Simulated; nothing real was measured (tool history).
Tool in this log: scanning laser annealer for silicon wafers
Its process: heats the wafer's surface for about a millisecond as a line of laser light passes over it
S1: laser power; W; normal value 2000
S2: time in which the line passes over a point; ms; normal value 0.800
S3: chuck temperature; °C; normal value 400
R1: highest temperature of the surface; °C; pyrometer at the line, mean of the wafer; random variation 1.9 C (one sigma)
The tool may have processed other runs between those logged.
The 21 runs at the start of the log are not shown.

run    hour    S1     S2   S3    R1
 22  1490.1  2140  0.678  439  1122
 23  1583.8  2140  0.678  439  1123
 24  1677.8  1832  0.678  404   989
 25  1730.0  1848  0.984  412  1133
 26  1789.6  2000  0.742  400  1067
 27  1878.7  1765  0.742  389   982
 28  1971.8  1765  0.742  389   982
     2028.9  -- optics aligned, line set to its width
 29  2042.5  1765  0.752  420  1026
 30  2088.6  1765  0.634  420   973
 31  2147.6  2116  0.800  400  1138
 32  2236.4  2000  0.930  403  1160
 33  2278.1  2000  0.930  403  1159
     2295.7  -- window over the wafer cleaned
 34  2341.5  2109  0.910  422  1224
 35  2387.8  2109  0.797  422  1168
 36  2457.5  2109  0.797  422  1169
 37  2514.2  1914  0.800  435  1115
 38  2561.0  1914  0.800  435  1115
 39  2619.9  1914  0.800  435  1115
 40  2687.8  1912  0.800  400  1078
 41  2764.1  1912  0.800  400  1074

Each row is a separate what-if for the run after 41, all from the same tool condition, not one after another. Results?
  A  2843.4  1912  0.800  398   ?
  B  2843.4  2000  0.726  435   ?
  C  2843.4  1854  0.664  400   ?

run    R1
  A  1073
  B  1105
  C   994
With the hidden condition removed and each run's random variation left untouched, the same runs would have given:
run    R1
  A  1079
  B  1111
  C  1000

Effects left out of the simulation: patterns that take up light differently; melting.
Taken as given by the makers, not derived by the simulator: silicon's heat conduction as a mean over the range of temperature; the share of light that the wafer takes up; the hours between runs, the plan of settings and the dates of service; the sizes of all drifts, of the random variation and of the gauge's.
